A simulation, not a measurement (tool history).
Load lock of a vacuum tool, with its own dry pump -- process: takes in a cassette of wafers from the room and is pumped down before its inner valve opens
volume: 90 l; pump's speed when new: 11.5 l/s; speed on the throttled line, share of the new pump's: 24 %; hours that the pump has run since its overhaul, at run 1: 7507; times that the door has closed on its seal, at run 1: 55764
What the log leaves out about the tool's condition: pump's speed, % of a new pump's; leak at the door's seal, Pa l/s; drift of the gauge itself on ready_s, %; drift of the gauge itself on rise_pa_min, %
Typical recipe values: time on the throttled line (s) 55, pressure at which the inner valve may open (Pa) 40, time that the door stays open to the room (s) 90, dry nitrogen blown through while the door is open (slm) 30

| run | day | time on the throttled line (s) | pressure at which the inner valve may open (Pa) | time that the door stays open to the room (s) | dry nitrogen blown through while the door is open (slm) | hours that the pump has run since its overhaul | times that the door has closed on its seal | incoming humidity of the room's air, % | time from the closed door until the inner valve may open (s) | rise of the pressure with all valves shut (Pa/min) |
|---|---|---|---|---|---|---|---|---|---|---|
| 1 | 0 | 55 | 40 | 90 | 30 | 7507 | 55764 | 42.1 | 102.8 | 0.031 |
| 2 | 11.254 | 39 | 40 | 90 | 30 | 7777 | 57069 | 45.3 | 91.1 | 0.033 |
| 3 | 17.029 | 39 | 40 | 90 | 30 | 7916 | 57739 | 43.3 | 92.2 | 0.036 |
| 4 | 30.738 | 39 | 40 | 90 | 30 | 8245 | 59328 | 45.5 | 92.3 | 0.03 |
| 5 | 40.579 | 39 | 40 | 90 | 30 | 8481 | 60470 | 40.8 | 92.8 | 0.032 |
| 6 | 47.067 | 39 | 40 | 90 | 30 | 8637 | 61222 | 46.5 | 91.6 | 0.03 |
| 7 | 55.65 | 39 | 40 | 90 | 30 | 8843 | 62218 | 45.3 | 91.8 | 0.028 |
| 8 | 64.421 | 101 | 40 | 90 | 30 | 9053 | 63235 | 42.7 | 138.5 | 0.028 |
| 9 | 75.092 | 101 | 40 | 90 | 30 | 9309 | 64472 | 44.4 | 138.3 | 0.03 |
| 10 | 85.446 | 36 | 40 | 90 | 30 | 9558 | 65673 | 43.5 | 88.8 | 0.034 |
| 11 | 92.688 | 55 | 40 | 90 | 30 | 9732 | 66513 | 46.5 | 103.5 | 0.032 |
| 12 | 102.879 | 55 | 40 | 90 | 30 | 9976 | 67695 | 46.5 | 103.2 | 0.033 |
| 13 | 114.017 | 55 | 40 | 90 | 30 | 10244 | 68986 | 45.9 | 104.3 | 0.036 |
| 14 | 123.988 | 55 | 40 | 90 | 30 | 10483 | 70143 | 48.3 | 102.7 | 0.035 |
| 15 | 133.358 | 55 | 40 | 90 | 30 | 10708 | 71229 | 45.2 | 102.9 | 0.033 |
| 16 | 147.267 | 55 | 40 | 90 | 30 | 11042 | 72842 | 50.3 | 104 | 0.034 |
| 17 | 160.483 | 55 | 40 | 90 | 30 | 11359 | 74375 | 44.7 | 104 | 0.027 |
| 18 | 171.417 | 55 | 40 | 90 | 30 | 11621 | 75643 | 47.5 | 103.2 | 0.034 |
| 19 | 178.671 | 87 | 59 | 90 | 7 | 11795 | 76484 | 46.8 | 123.8 | 0.047 |
| 20 | 186.525 | 87 | 59 | 90 | 21 | 11984 | 77395 | 45.6 | 125.5 | 0.037 |
|  | 192.067 | door's seal changed, seat wiped |
| 21 | 195.525 | 87 | 59 | 90 | 21 | 12198 | 402 | 46.8 | 125.5 | 0.032 |
| 22 | 206.854 | 92 | 40 | 90 | 30 | 12470 | 1716 | 45.1 | 131 | 0.031 |
| 23 | 217.608 | 92 | 35 | 90 | 30 | 12728 | 2963 | 47.3 | 131.4 | 0.03 |
| 24 | 227.121 | 92 | 35 | 90 | 30 | 12957 | 4066 | 45.1 | 132.5 | 0.027 |

Run 25 has not been measured yet. What should we expect?
| 25 | 239.896 | 33 | 68 | 113 | 10 | 13263 | 5547 | 46.6 | ? | ? |

time from the closed door until the inner valve may open (s): 82.1
rise of the pressure with all valves shut (Pa/min): 0.051
On a tool with no hidden condition, and with the same random variation, this run would have come out at time from the closed door until the inner valve may open (s) 82, rise of the pressure with all valves shut (Pa/min) 0.051.
